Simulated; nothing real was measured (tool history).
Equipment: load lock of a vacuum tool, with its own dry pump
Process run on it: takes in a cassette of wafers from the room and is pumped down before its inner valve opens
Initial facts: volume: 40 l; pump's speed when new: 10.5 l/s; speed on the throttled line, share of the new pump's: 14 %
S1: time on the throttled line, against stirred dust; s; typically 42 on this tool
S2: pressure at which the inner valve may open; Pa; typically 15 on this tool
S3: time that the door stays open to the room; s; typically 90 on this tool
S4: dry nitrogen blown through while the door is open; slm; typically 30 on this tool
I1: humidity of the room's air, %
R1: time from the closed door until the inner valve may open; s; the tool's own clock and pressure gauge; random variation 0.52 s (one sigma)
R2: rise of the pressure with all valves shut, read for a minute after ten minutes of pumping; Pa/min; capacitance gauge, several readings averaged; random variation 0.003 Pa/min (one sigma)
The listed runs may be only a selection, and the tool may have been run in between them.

run,hour,S1,S2,S3,S4,I1,R1,R2
1,0.0,42,15,90,30,43.7,70.1,0.318
2,156.5,42,15,90,30,47.2,71.0,0.324
3,319.8,42,15,34,30,44.5,71.1,0.324
4,518.9,42,15,44,30,45.0,70.2,0.337
5,619.8,42,15,26,30,46.3,70.7,0.343
6,813.4,27,24,79,13,42.9,56.4,0.382
7,927.3,33,17,26,13,44.5,62.6,0.357
8,1065.3,50,20,183,22,40.5,76.6,0.411

Predict the results of run 9:
9,1160.0,50,20,183,22,47.4,?,?

{"run 9": {"R1": 76.9, "R2": 0.434}}
The same run, on a tool lacking any hidden state, would have yielded R1 76.0 s, R2 0.081 Pa/min.

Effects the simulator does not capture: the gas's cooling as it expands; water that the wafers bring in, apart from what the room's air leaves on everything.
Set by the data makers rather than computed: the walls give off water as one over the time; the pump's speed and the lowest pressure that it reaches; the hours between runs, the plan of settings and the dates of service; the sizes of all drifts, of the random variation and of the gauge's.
